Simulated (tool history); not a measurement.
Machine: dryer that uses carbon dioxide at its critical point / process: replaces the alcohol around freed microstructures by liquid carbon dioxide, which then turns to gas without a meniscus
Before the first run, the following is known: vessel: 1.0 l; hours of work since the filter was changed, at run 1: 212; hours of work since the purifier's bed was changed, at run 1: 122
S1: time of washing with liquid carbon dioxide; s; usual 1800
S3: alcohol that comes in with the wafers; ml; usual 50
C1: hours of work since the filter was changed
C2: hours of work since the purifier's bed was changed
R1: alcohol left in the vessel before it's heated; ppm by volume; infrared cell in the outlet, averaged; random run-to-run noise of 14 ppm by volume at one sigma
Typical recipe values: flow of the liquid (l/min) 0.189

{"run": 1, "day": 0.0, "S1": 1800, "flow of the liquid (l/min)": 0.189, "S3": 50, "C1": 212, "C2": 122, "R1": 1065}
{"run": 2, "day": 0.833, "S1": 1800, "flow of the liquid (l/min)": 0.189, "S3": 50, "C1": 222, "C2": 132, "R1": 1061}
{"run": 3, "day": 1.304, "S1": 1800, "flow of the liquid (l/min)": 0.189, "S3": 69, "C1": 228, "C2": 137, "R1": 1484}
{"run": 4, "day": 1.95, "S1": 1800, "flow of the liquid (l/min)": 0.189, "S3": 50, "C1": 235, "C2": 145, "R1": 1047}
{"run": 5, "day": 2.717, "S1": 1800, "flow of the liquid (l/min)": 0.189, "S3": 50, "C1": 244, "C2": 154, "R1": 1076}
{"run": 6, "day": 3.338, "S1": 1800, "flow of the liquid (l/min)": 0.189, "S3": 50, "C1": 251, "C2": 161, "R1": 1080}
{"run": 7, "day": 3.992, "S1": 1800, "flow of the liquid (l/min)": 0.128, "S3": 50, "C1": 259, "C2": 169, "R1": 3651}
{"run": 8, "day": 4.492, "S1": 1800, "flow of the liquid (l/min)": 0.128, "S3": 50, "C1": 265, "C2": 175, "R1": 3516}
{"run": 9, "day": 4.938, "S1": 1800, "flow of the liquid (l/min)": 0.128, "S3": 50, "C1": 270, "C2": 180, "R1": 3612}
{"run": 10, "day": 5.5, "S1": 1380, "flow of the liquid (l/min)": 0.254, "S3": 50, "C1": 276, "C2": 186, "R1": 1059}
{"run": 11, "day": 6.275, "S1": 1380, "flow of the liquid (l/min)": 0.277, "S3": 50, "C1": 286, "C2": 195, "R1": 755}
{"run": 12, "day": 6.654, "S1": 1320, "flow of the liquid (l/min)": 0.177, "S3": 50, "C1": 290, "C2": 200, "R1": 3645}
{"run": 13, "day": 7.162, "S1": 1800, "flow of the liquid (l/min)": 0.133, "S3": 50, "C1": 296, "C2": 206, "R1": 3326}
{"run": 14, "day": 7.567, "S1": 1800, "flow of the liquid (l/min)": 0.236, "S3": 100, "C1": 301, "C2": 210, "R1": 931}
{"run": 15, "day": 8.067, "S1": 1800, "flow of the liquid (l/min)": 0.236, "S3": 100, "C1": 306, "C2": 216, "R1": 945}
{"run": 16, "day": 8.883, "S1": 2280, "flow of the liquid (l/min)": 0.121, "S3": 89, "C1": 316, "C2": 226, "R1": 3839}
{"run": 17, "day": 9.308, "S1": 2280, "flow of the liquid (l/min)": 0.212, "S3": 42, "C1": 321, "C2": 231, "R1": 243}
{"run": 18, "day": 10.096, "S1": 1980, "flow of the liquid (l/min)": 0.308, "S3": 38, "C1": 330, "C2": 240, "R1": 102}

Run by run, hidden condition taken away, random variation retained:
Hidden state present: flow that reaches the vessel past the clogged filter, %; alcohol in the recycled carbon dioxide, ppm; drift of the gauge itself on alcohol_ppm, %.
run=1 R1=892
run=2 R1=880
run=3 R1=1233
run=4 R1=858
run=5 R1=878
run=6 R1=872
run=7 R1=3172
run=8 R1=3043
run=9 R1=3118
run=10 R1=832
run=11 R1=568
run=12 R1=3111
run=13 R1=2813
run=14 R1=678
run=15 R1=683
run=16 R1=3129
run=17 R1=148
run=18 R1=39

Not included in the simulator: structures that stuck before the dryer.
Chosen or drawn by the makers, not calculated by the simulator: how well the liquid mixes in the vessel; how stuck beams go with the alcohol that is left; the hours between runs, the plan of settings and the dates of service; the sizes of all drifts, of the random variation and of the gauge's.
